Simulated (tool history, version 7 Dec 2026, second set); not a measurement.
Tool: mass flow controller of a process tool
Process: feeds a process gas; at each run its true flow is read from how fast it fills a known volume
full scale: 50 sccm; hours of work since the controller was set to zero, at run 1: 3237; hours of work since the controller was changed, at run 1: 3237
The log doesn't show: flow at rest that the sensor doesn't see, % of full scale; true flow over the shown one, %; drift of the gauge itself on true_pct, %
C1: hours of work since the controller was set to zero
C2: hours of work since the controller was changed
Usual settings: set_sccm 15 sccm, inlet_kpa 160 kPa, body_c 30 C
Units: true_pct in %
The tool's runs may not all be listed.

Run 1, hour 0.0: usual settings; C1 3237; C2 3237. Result: true_pct 97.98 %.
Run 2, hour 55.6: usual settings but set_sccm 13 sccm; C1 3258; C2 3258. Result: true_pct 97.59 %.
Run 3, hour 156.6: usual settings but set_sccm 13 sccm; C1 3296; C2 3296. Result: true_pct 97.76 %.
Run 4, hour 282.5: usual settings but set_sccm 13 sccm; C1 3343; C2 3343. Result: true_pct 97.64 %.
Run 5, hour 369.6: usual settings but set_sccm 13 sccm; C1 3376; C2 3376. Result: true_pct 97.68 %.
Run 6, hour 452.9: usual settings; C1 3408; C2 3408. Result: true_pct 97.95 %.
Run 7, hour 550.7: usual settings; C1 3445; C2 3445. Result: true_pct 97.84 %.
Run 8, hour 683.7: usual settings; C1 3495; C2 3495. Result: true_pct 97.95 %.
Run 9, hour 757.6: usual settings; C1 3523; C2 3523. Result: true_pct 97.94 %.
Run 10, hour 845.0: usual settings; C1 3556; C2 3556. Result: true_pct 97.96 %.
Run 11, hour 905.3: usual settings; C1 3578; C2 3578. Result: true_pct 98.07 %.
Run 12, hour 979.6: usual settings; C1 3606; C2 3606. Result: true_pct 97.88 %.
Run 13, hour 1094.1: usual settings; C1 3650; C2 3650. Result: true_pct 98.04 %.
Run 14, hour 1204.8: usual settings but set_sccm 45 sccm; C1 3691; C2 3691. Result: true_pct 100.71 %.
Run 15, hour 1323.1: usual settings but inlet_kpa 216 kPa; C1 3736; C2 3736. Result: true_pct 98.28 %.
Run 16, hour 1388.2: usual settings but inlet_kpa 216 kPa; C1 3761; C2 3761. Result: true_pct 98.11 %.
Run 17, hour 1459.3: usual settings; C1 3787; C2 3787. Result: true_pct 97.91 %.
Run 18, hour 1537.9: usual settings; C1 3817; C2 3817. Result: true_pct 97.98 %.
Run 19, hour 1647.5: usual settings but inlet_kpa 141 kPa; C1 3858; C2 3858. Result: true_pct 97.98 %.
Run 20, hour 1741.7: usual settings but set_sccm 39 sccm; C1 3894; C2 3894. Result: true_pct 100.25 %.
Run 21, hour 1804.6: usual settings but set_sccm 39 sccm, inlet_kpa 194 kPa, body_c 21 C; C1 3918; C2 3918. Result: true_pct 99.98 %.
Run 22, hour 1885.8: usual settings but inlet_kpa 241 kPa, body_c 25 C; C1 3948; C2 3948. Result: true_pct 98.04 %.
Run 23, hour 1994.8: usual settings but set_sccm 7 sccm, inlet_kpa 174 kPa, body_c 38 C; C1 3989; C2 3989. Result: true_pct 96.55 %.
Run 24, hour 2058.1: usual settings but set_sccm 39 sccm, inlet_kpa 249 kPa; C1 4013; C2 4013. Result: true_pct 100.53 %.
Run 25, hour 2121.5: usual settings but set_sccm 39 sccm, inlet_kpa 249 kPa; C1 4037; C2 4037. Result: true_pct 100.52 %.
Run 26, hour 2193.2: usual settings but set_sccm 39 sccm, inlet_kpa 249 kPa; C1 4064; C2 4064. Result: true_pct 100.71 %.
Run 27, hour 2247.5: usual settings but inlet_kpa 175 kPa, body_c 26 C; C1 4085; C2 4085. Result: true_pct 97.94 %.
Run 28, hour 2364.2: usual settings but set_sccm 10 sccm, inlet_kpa 215 kPa, body_c 37 C; C1 4129; C2 4129. Result: true_pct 97.48 %.
Run 29, hour 2435.1: usual settings but set_sccm 10 sccm, inlet_kpa 215 kPa, body_c 34 C; C1 4155; C2 4155. Result: true_pct 97.45 %.
Run 30, hour 2510.1: usual settings but set_sccm 10 sccm, inlet_kpa 215 kPa, body_c 34 C; C1 4184; C2 4184. Result: true_pct 97.47 %.
Run 31, hour 2604.3: usual settings but set_sccm 31 sccm, inlet_kpa 263 kPa; C1 4219; C2 4219. Result: true_pct 100.02 %.
Run 32, hour 2690.0: usual settings but set_sccm 31 sccm, inlet_kpa 263 kPa; C1 4252; C2 4252. Result: true_pct 99.98 %.
Run 33, hour 2747.0: usual settings but set_sccm 31 sccm, inlet_kpa 263 kPa; C1 4273; C2 4273. Result: true_pct 100.03 %.
Run 34, hour 2856.8: usual settings but inlet_kpa 149 kPa; C1 4315; C2 4315. Result: true_pct 98.06 %.
Run 35, hour 2949.8: usual settings but inlet_kpa 259 kPa, body_c 23 C; C1 4350; C2 4350. Result: true_pct 98.15 %.
Run 36, hour 3062.7: usual settings but inlet_kpa 259 kPa, body_c 31 C; C1 4392; C2 4392. Result: true_pct 98.47 %.
Run 37, hour 3152.7: usual settings but set_sccm 35 sccm, body_c 34 C; C1 4426; C2 4426. Result: true_pct 100.20 %.
Run 38, hour 3256.8: usual settings but set_sccm 14 sccm, body_c 20 C; C1 4465; C2 4465. Result: true_pct 97.49 %.
Run 39, hour 3327.6: usual settings but set_sccm 40 sccm, inlet_kpa 211 kPa, body_c 20 C; C1 4492; C2 4492. Result: true_pct 100.17 %.
Run 40, hour 3459.8: usual settings but set_sccm 21 sccm, inlet_kpa 249 kPa, body_c 24 C; C1 4542; C2 4542. Result: true_pct 98.79 %.

Some steps in true_pct between neighbouring runs. How much of each would the tool show without its hidden state too (settings, what came in, random variation), and how much is left for the hidden state, with any gauge scatter that isn't in both results?
Run 22 -> 23: set_sccm 15 -> 7, inlet_kpa 241 -> 174, body_c 25 -> 38. true_pct -1.49 %: hidden state -1.29, all else -0.20.
Run 23 -> 24: set_sccm 7 -> 39, inlet_kpa 174 -> 249, body_c 38 -> 30. true_pct +3.98 %: hidden state +2.01, all else +1.97.
Run 26 -> 27: set_sccm 39 -> 15, inlet_kpa 249 -> 175, body_c 30 -> 26. true_pct -2.77 %: hidden state -0.72, all else -2.05.
Run 30 -> 31: set_sccm 10 -> 31, inlet_kpa 215 -> 263, body_c 34 -> 30. true_pct +2.55 %: hidden state +1.23, all else +1.32.
Run 37 -> 38: set_sccm 35 -> 14, body_c 34 -> 20. true_pct -2.71 %: hidden state -0.80, all else -1.91.
